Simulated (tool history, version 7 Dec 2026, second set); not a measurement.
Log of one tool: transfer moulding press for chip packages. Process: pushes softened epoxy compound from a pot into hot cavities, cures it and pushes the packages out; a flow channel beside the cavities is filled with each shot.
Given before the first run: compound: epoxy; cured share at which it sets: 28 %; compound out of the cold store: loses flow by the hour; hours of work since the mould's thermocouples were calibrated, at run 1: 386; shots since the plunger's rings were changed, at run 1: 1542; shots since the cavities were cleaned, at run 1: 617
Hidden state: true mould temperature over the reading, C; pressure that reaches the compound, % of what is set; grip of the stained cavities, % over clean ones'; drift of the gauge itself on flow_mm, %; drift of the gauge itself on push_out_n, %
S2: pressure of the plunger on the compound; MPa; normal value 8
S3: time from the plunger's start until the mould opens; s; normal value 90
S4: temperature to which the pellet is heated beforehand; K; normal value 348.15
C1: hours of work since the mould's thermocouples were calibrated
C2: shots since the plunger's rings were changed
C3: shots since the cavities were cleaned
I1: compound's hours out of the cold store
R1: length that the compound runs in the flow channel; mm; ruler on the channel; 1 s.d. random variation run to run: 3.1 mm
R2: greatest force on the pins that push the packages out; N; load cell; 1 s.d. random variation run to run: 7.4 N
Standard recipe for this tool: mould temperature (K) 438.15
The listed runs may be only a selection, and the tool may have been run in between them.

Run 1, hour 0: usual settings; C1 386; C2 1542; C3 617; I1 25.3. Result: R1 493 mm, R2 650 N.
At hour 11.8: cavities cleaned with cleaning compound and waxed.
Run 2, hour 19.1: usual settings but S2 8.59 MPa; C1 398; C2 1789; C3 103; I1 35.4. Result: R1 488 mm, R2 695 N.
Run 3, hour 32.8: usual settings; C1 408; C2 1981; C3 295; I1 11.7. Result: R1 526 mm, R2 716 N.
Run 4, hour 51.8: usual settings; C1 422; C2 2246; C3 560; I1 45.1. Result: R1 450 mm, R2 702 N.
Run 5, hour 61: usual settings but S3 125 s; C1 428; C2 2376; C3 690; I1 28.2. Result: R1 480 mm, R2 643 N.
At hour 67.5: cavities cleaned with cleaning compound and waxed.
Run 6, hour 72.2: usual settings but S3 106 s; C1 435; C2 2511; C3 65; I1 21.4. Result: R1 490 mm, R2 357 N.
Run 7, hour 93.5: usual settings but S3 106 s; C1 451; C2 2810; C3 364; I1 20.7. Result: R1 495 mm, R2 508 N.
At hour 103.7: cavities cleaned with cleaning compound and waxed, once more.
Run 8, hour 106.1: usual settings; C1 459; C2 2965; C3 33; I1 9. Result: R1 518 mm, R2 362 N.
Run 9, hour 122.6: usual settings but S2 7.98 MPa; C1 470; C2 3197; C3 265; I1 29.6. Result: R1 468 mm, R2 543 N.
Run 10, hour 145: usual settings but S2 7.98 MPa; C1 486; C2 3510; C3 578; I1 28.2. Result: R1 468 mm, R2 637 N.
At hour 158.4: cavities cleaned with cleaning compound and waxed.
Run 11, hour 163.6: usual settings but S3 85 s; C1 499; C2 3750; C3 73; I1 35.5. Result: R1 462 mm, R2 426 N.
Run 12, hour 178.7: usual settings but S3 85 s; C1 510; C2 3961; C3 284; I1 27.6. Result: R1 477 mm, R2 572 N.
Run 13, hour 192.9: usual settings but S3 85 s; C1 520; C2 4160; C3 483; I1 43.2. Result: R1 437 mm, R2 649 N.
At hour 211.3: mould's thermocouples calibrated.
At hour 215.2: cavities cleaned with cleaning compound and waxed.
Run 14, hour 215.4: usual settings but S3 85 s; C1 2; C2 4426; C3 3; I1 11.7. Result: R1 508 mm, R2 349 N.
Run 15, hour 236.2: usual settings but S3 85 s; C1 17; C2 4718; C3 295; I1 40.6. Result: R1 441 mm, R2 576 N.
Run 16, hour 248.9: usual settings but mould temperature (K) 439.15; C1 26; C2 4895; C3 472; I1 42.8. Result: R1 436 mm, R2 597 N.
Run 17, hour 262.6: usual settings but mould temperature (K) 439.15; C1 36; C2 5088; C3 665; I1 18.5. Result: R1 481 mm, R2 640 N.
At hour 270.7: cavities cleaned with cleaning compound and waxed.
Run 18, hour 274.1: usual settings but S2 7.38 MPa, S3 107 s, S4 350.15 K; C1 43; C2 5227; C3 47; I1 42.9. Result: R1 414 mm, R2 336 N.

Run 19 is up next; what results do you expect?
At hour 288.2: plunger's sealing rings changed.
Run 19, hour 289.5: usual settings but S2 7.38 MPa, S3 107 s, S4 350.15 K; C1 52; C2 18; C3 228; I1 11.1. Result: R1 ?, R2 ?.

Logged for run 19: R1 512 mm, R2 482 N.
On a tool with no hidden condition, and with the same random variation, this run would have come out at R1 515 mm, R2 298 N.
